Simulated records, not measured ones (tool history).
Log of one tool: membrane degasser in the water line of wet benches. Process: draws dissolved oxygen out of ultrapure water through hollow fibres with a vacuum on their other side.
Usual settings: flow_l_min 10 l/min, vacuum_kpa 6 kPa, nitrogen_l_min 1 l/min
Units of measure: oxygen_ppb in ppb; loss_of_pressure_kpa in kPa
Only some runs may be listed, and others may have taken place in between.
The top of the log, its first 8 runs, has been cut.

run   hour  flow_l_min  vacuum_kpa  nitrogen_l_min  hours since the membrane was changed  hours since the vacuum gauge was calibrated  hours since the vacuum lines were made tight  oxygen_ppb  loss_of_pressure_kpa
  9  212.4          10           6               1                                   331                                         4162                                          7141       244.4                 57.99
 10  243.1          10           6            2.87                                   361                                         4193                                          7172       204.5                 58.15
 11  280.2          10           6            2.87                                   398                                         4230                                          7209       204.4                 57.81
 12  314.1          10           6            2.87                                   432                                         4264                                          7243       203.6                 57.78
 13  337.6          10           6            2.87                                   456                                         4287                                          7266       205.2                  57.7
 14  378.7          10        3.64            2.87                                   497                                         4328                                          7307       183.5                 57.76
 15  403.1          10           6               1                                   521                                         4353                                          7331       240.6                 57.72
 16  428.5          10           6            1.59                                   547                                         4378                                          7357       222.4                 57.73
 17  464.5          10           6            1.59                                   583                                         4414                                          7393       224.1                 57.67
 18  486.4           8        3.66            0.51                                   605                                         4436                                          7415       144.2                 45.95
 19  517.2           8        8.23            1.42                                   635                                         4467                                          7446       193.3                 45.96
 20  557.3           8        8.23            1.42                                   676                                         4507                                          7486       194.5                 45.97
 21  604.5           8        8.23            1.42                                   723                                         4554                                          7533       193.3                 45.98
 22    652          14           6               1                                   770                                         4602                                          7580       378.4                 80.76
 23  692.7          14           6               1                                   811                                         4642                                          7621         379                 80.21
 24  716.8          14           6               1                                   835                                         4666                                          7645       372.6                 80.52
 25  762.9          14           6               1                                   881                                         4712                                          7691       376.7                 80.41
 26  809.9          14           6               1                                   928                                         4759                                          7738       376.4                 80.09
 27  839.4          14           6            1.14                                   958                                         4789                                          7768       363.4                 80.13
 28  864.4          13        3.62            0.86                                   983                                         4814                                          7793       278.7                 74.33
 29  888.7          13        3.62            0.86                                  1007                                         4838                                          7817       281.4                 74.34
 30  908.3           8        3.62            0.86                                  1027                                         4858                                          7837       135.8                 45.84
 31  933.9           8        3.62            0.86                                  1052                                         4883                                          7862       135.4                 45.72

Branching from run 31: 5 alternative next runs. What would each branch give?
  A  957.4           9        3.81            1.09                                  1076                                         4907                                          7886           ?                     ?
  B  957.4           8       12.34            0.86                                  1076                                         4907                                          7886           ?                     ?
  C  957.4           6       10.95            1.62                                  1076                                         4907                                          7886           ?                     ?
  D  957.4           9       11.65            1.24                                  1076                                         4907                                          7886           ?                     ?
  E  957.4          12           6            1.64                                  1076                                         4907                                          7886           ?                     ?

run  oxygen_ppb  loss_of_pressure_kpa
  A       165.8                 51.31
  B       323.5                 45.67
  C       144.8                 34.31
  D         293                  51.5
  E       280.2                 68.41
What these runs would have given with no unlogged condition in the tool:
run  oxygen_ppb  loss_of_pressure_kpa
  A       165.7                 52.24
  B       323.3                 46.49
  C       144.7                 34.93
  D       292.9                 52.43
  E       280.1                 69.64
